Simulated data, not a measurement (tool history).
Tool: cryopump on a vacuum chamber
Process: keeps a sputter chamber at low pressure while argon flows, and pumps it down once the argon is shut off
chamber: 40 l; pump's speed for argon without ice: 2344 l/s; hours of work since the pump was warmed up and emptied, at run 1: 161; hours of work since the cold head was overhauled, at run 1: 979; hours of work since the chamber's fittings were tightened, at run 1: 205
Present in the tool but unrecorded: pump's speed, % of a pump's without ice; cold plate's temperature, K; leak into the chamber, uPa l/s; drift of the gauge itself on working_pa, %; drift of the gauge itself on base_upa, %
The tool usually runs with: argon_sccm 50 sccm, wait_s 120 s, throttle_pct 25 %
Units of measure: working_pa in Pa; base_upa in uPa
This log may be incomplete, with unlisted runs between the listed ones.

| run | hour | argon_sccm | wait_s | throttle_pct | hours of work since the pump was warmed up and emptied | hours of work since the cold head was overhauled | hours of work since the chamber's fittings were tightened | working_pa | base_upa |
|---|---|---|---|---|---|---|---|---|---|
| 1 | 0 | 50 | 120 | 25 | 161 | 979 | 205 | 0.1469 | 0.47 |
| 2 | 17.3 | 50 | 120 | 27 | 175 | 993 | 219 | 0.1364 | 0.49 |
| 3 | 40.4 | 50 | 120 | 25 | 194 | 1012 | 238 | 0.1476 | 0.5 |
| 4 | 61.5 | 50 | 120 | 25 | 211 | 1029 | 255 | 0.1488 | 0.48 |
| 5 | 88.9 | 50 | 120 | 25 | 234 | 1052 | 277 | 0.1488 | 0.51 |
| 6 | 120.4 | 50 | 120 | 25 | 259 | 1077 | 303 | 0.1493 | 0.48 |
| 7 | 153.7 | 50 | 120 | 25 | 287 | 1105 | 330 | 0.1487 | 0.47 |
| 8 | 190.3 | 50 | 120 | 25 | 316 | 1135 | 360 | 0.1497 | 0.5 |
| 9 | 210.5 | 50 | 120 | 25 | 333 | 1151 | 376 | 0.1498 | 0.52 |
| 10 | 237.7 | 50 | 120 | 25 | 355 | 1173 | 399 | 0.1496 | 0.55 |
| 11 | 264.6 | 50 | 120 | 25 | 377 | 1195 | 421 | 0.1511 | 0.57 |
| 12 | 282.3 | 50 | 120 | 25 | 392 | 1210 | 435 | 0.1498 | 0.55 |
| 13 | 320.2 | 50 | 120 | 25 | 423 | 1241 | 466 | 0.1514 | 0.58 |
| 14 | 357.1 | 50 | 120 | 25 | 453 | 1271 | 496 | 0.1527 | 0.56 |
| 15 | 395 | 50 | 120 | 25 | 484 | 1302 | 527 | 0.1528 | 0.59 |
| 16 | 424.9 | 50 | 120 | 25 | 508 | 1326 | 552 | 0.1528 | 0.63 |
| 17 | 441.9 | 50 | 120 | 25 | 522 | 1340 | 566 | 0.1524 | 0.65 |
| 18 | 469.1 | 50 | 120 | 25 | 544 | 1362 | 588 | 0.1542 | 0.62 |
| 19 | 501.1 | 50 | 21 | 25 | 570 | 1388 | 614 | 0.153 | 1.87 |
| 20 | 530.7 | 30 | 120 | 26 | 595 | 1413 | 638 | 0.0889 | 0.64 |
| 21 | 565.7 | 79 | 120 | 26 | 623 | 1441 | 667 | 0.2374 | 0.67 |
| 22 | 587.2 | 79 | 120 | 26 | 641 | 1459 | 684 | 0.2372 | 0.65 |
| 23 | 622.9 | 49 | 120 | 17 | 670 | 1488 | 713 | 0.2203 | 0.68 |
| 24 | 650.5 | 48 | 33 | 30 | 692 | 1510 | 736 | 0.1271 | 1.42 |
| 25 | 685 | 48 | 33 | 30 | 720 | 1539 | 764 | 0.1265 | 1.39 |
| 26 | 703.5 | 43 | 164 | 17 | 736 | 1554 | 779 | 0.1933 | 0.66 |
| 27 | 737.9 | 43 | 164 | 17 | 764 | 1582 | 807 | 0.1945 | 0.71 |
| 28 | 760.5 | 56 | 120 | 44 | 782 | 1600 | 826 | 0.1087 | 0.76 |
|  | 779 | pump warmed up, emptied and cooled again |
| 29 | 799.9 | 57 | 120 | 44 | 17 | 1628 | 854 | 0.0947 | 0.66 |
| 30 | 818.2 | 43 | 120 | 50 | 32 | 1643 | 869 | 0.0642 | 0.67 |
| 31 | 856.5 | 78 | 240 | 23 | 63 | 1675 | 900 | 0.2488 | 0.48 |
| 32 | 893.2 | 78 | 30 | 53 | 93 | 1705 | 930 | 0.1104 | 1.46 |
| 33 | 917.6 | 78 | 30 | 53 | 113 | 1725 | 950 | 0.1106 | 1.52 |

Here are 4 independent what-if runs from the current tool condition. What would each one return?
| A | 955.8 | 78 | 131 | 49 | 144 | 1756 | 981 | ? | ? |
| B | 955.8 | 78 | 30 | 51 | 144 | 1756 | 981 | ? | ? |
| C | 955.8 | 78 | 30 | 19 | 144 | 1756 | 981 | ? | ? |
| D | 955.8 | 58 | 30 | 53 | 144 | 1756 | 981 | ? | ? |

| run | working_pa | base_upa |
|---|---|---|
| A | 0.1202 | 0.61 |
| B | 0.1148 | 1.57 |
| C | 0.3003 | 1.45 |
| D | 0.0824 | 1.49 |
Had the tool no hidden state, the same runs would have come out as:
| run | working_pa | base_upa |
|---|---|---|
| A | 0.1152 | 0.33 |
| B | 0.1099 | 1.27 |
| C | 0.2954 | 1.17 |
| D | 0.0787 | 1.2 |
